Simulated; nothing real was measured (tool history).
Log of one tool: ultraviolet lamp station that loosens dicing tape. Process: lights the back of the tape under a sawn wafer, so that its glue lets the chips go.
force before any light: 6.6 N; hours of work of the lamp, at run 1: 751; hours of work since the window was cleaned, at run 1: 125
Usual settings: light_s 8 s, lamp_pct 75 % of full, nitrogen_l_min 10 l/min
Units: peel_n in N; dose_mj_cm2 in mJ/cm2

run     day  light_s  lamp_pct  nitrogen_l_min  hours of work of the lamp  hours of work since the window was cleaned  peel_n  dose_mj_cm2
  1       0        8        75              10                        751                                         125   0.645          379
  2   1.196        8        75              10                        772                                         146   0.625          373
  3   2.017        6        75              10                        787                                         161   1.112          272
  4   3.354        5        75              10                        811                                         184   1.438          224
  5   4.025        8        75              10                        823                                         196   0.646          356
  6   5.375        8        75              10                        847                                         220   0.689          354
  7   6.025        8        75              10                        858                                         232   0.669          353
  8   7.012        8        75              10                        876                                         249   0.704          350
  9     7.7        8        75              10                        888                                         262   0.688          351
 10   8.429        8        75              10                        901                                         275   0.703          344
      9.512  -- window cleaned of glue's vapour
 11   9.792        8        75              10                        925                                           5   0.621          369
 12    10.7       10        75              10                        941                                          21   0.356          461
 13  11.733       10        75              10                        959                                          40   0.374          455
 14  12.412        5        75              10                        971                                          52   1.487          226
 15   13.35        8        62              12                        988                                          68   0.913          297
 16  14.829        8        62              12                       1014                                          95   0.954          293
 17  15.792        8        71               5                       1031                                         112   1.019          335
 18  16.925        5        85               5                       1052                                         132   1.602          249
 19  18.129        5        85               5                       1073                                         153   1.578          241
 20      19        5        85               5                       1088                                         169   1.662          243
 21  20.367       11        67               4                       1113                                         193   0.726          414
 22  21.083        8        75               3                       1126                                         206   1.218          336
 23  22.446        8        75               3                       1150                                         230   1.219          330

Forecast each of these 5 alternatives for the next run:
  A  23.138       10        63              13                       1162                                         242       ?            ?
  B  23.138        7        89               6                       1162                                         242       ?            ?
  C  23.138       12        96              17                       1162                                         242       ?            ?
  D  23.138        5        71               5                       1162                                         242       ?            ?
  E  23.138       14        75               6                       1162                                         242       ?            ?

run  peel_n  dose_mj_cm2
  A   0.654          347
  B   0.882          340
  C   0.127          629
  D   2.151          195
  E   0.254          572
Without the tool's hidden state the same runs would have given:
run  peel_n  dose_mj_cm2
  A   0.307          475
  B   0.446          465
  C   0.076          860
  D   1.445          266
  E   0.116          783
